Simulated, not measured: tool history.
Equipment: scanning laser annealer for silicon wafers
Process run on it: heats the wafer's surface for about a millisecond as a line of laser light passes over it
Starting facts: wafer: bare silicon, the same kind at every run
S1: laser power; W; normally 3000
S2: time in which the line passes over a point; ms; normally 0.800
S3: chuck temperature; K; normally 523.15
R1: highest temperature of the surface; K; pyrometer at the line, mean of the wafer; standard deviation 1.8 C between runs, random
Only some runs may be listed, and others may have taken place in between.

run	hour	S1	S2	S3	R1
1	0.0	3000	0.800	523.15	1181.15
2	51.4	3105	0.800	523.15	1208.15
# hour 73.4: window over the wafer cleaned
3	90.4	3000	0.800	523.15	1163.15
4	112.9	3000	0.800	523.15	1161.15
5	154.3	3000	0.800	523.15	1159.15
# hour 206.1: window over the wafer cleaned, once more
6	207.5	3000	0.800	523.15	1229.15
7	242.9	3000	0.800	523.15	1226.15
8	283.8	3193	0.800	523.15	1285.15
9	325.8	3193	0.800	523.15	1279.15
10	359.0	3193	0.800	523.15	1280.15
11	406.0	3000	0.800	484.15	1179.15
12	434.6	3000	0.800	484.15	1175.15
13	456.6	3000	0.800	523.15	1217.15
14	477.4	3000	0.800	523.15	1215.15
15	512.8	3000	0.800	523.15	1214.15
16	546.1	2949	0.800	523.15	1197.15
17	584.1	2949	0.800	523.15	1199.15
18	625.7	2782	0.800	523.15	1147.15
19	648.7	3000	0.800	539.15	1222.15
20	672.8	2732	0.800	523.15	1134.15
21	697.5	2732	0.800	523.15	1130.15
22	742.4	2732	0.800	523.15	1132.15
23	787.8	2732	0.728	497.15	1077.15
24	814.1	2596	0.728	555.15	1097.15
25	844.0	2872	0.596	515.15	1078.15
26	876.8	3191	0.584	512.15	1144.15
27	901.9	2711	0.659	502.15	1050.15
28	946.2	3237	0.756	497.15	1216.15
29	976.8	3215	0.741	537.15	1243.15
30	1022.3	3000	0.681	490.15	1110.15
31	1065.4	3000	0.681	490.15	1109.15
32	1097.8	2850	0.800	539.15	1164.15
33	1124.4	3006	0.990	559.15	1288.15
34	1173.8	3263	0.766	559.15	1279.15
35	1208.7	3263	0.766	559.15	1277.15
36	1246.6	3154	0.865	532.15	1251.15
37	1297.1	3154	0.865	532.15	1251.15
38	1332.4	2977	0.710	561.15	1176.15
39	1379.9	2977	0.710	561.15	1176.15
40	1406.5	2570	0.609	561.15	1035.15
41	1439.0	2570	0.609	561.15	1041.15

A few steps of R1 between consecutive runs. Split each: what settings, incoming material and random variation would produce without the hidden state, and what is left over for the hidden state, along with gauge scatter present in only one of the two compared results (measured, and without hidden state):
Unlogged tool condition in this case: light that passes the window, % of a clean one's; laser's true power over the reading, %; width of the line over the set one, %; drift of the gauge itself on peak_c, C.
Run 2 -> 3: S1 3105 -> 3000, window over the wafer cleaned. R1 -45.00 K: hidden state -18.00, all else -27.00.
Run 5 -> 6: window over the wafer cleaned, once more. R1 +70.00 K: hidden state +70.00, all else +0.00.
Run 27 -> 28: S1 2711 -> 3237, S2 0.659 -> 0.756, S3 502.15 -> 497.15. R1 +166.00 K: hidden state -13.00, all else +179.00.
Run 29 -> 30: S1 3215 -> 3000, S2 0.741 -> 0.681, S3 537.15 -> 490.15. R1 -133.00 K: hidden state +3.00, all else -136.00.
Run 39 -> 40: S1 2977 -> 2570, S2 0.710 -> 0.609. R1 -141.00 K: hidden state +13.00, all else -154.00.
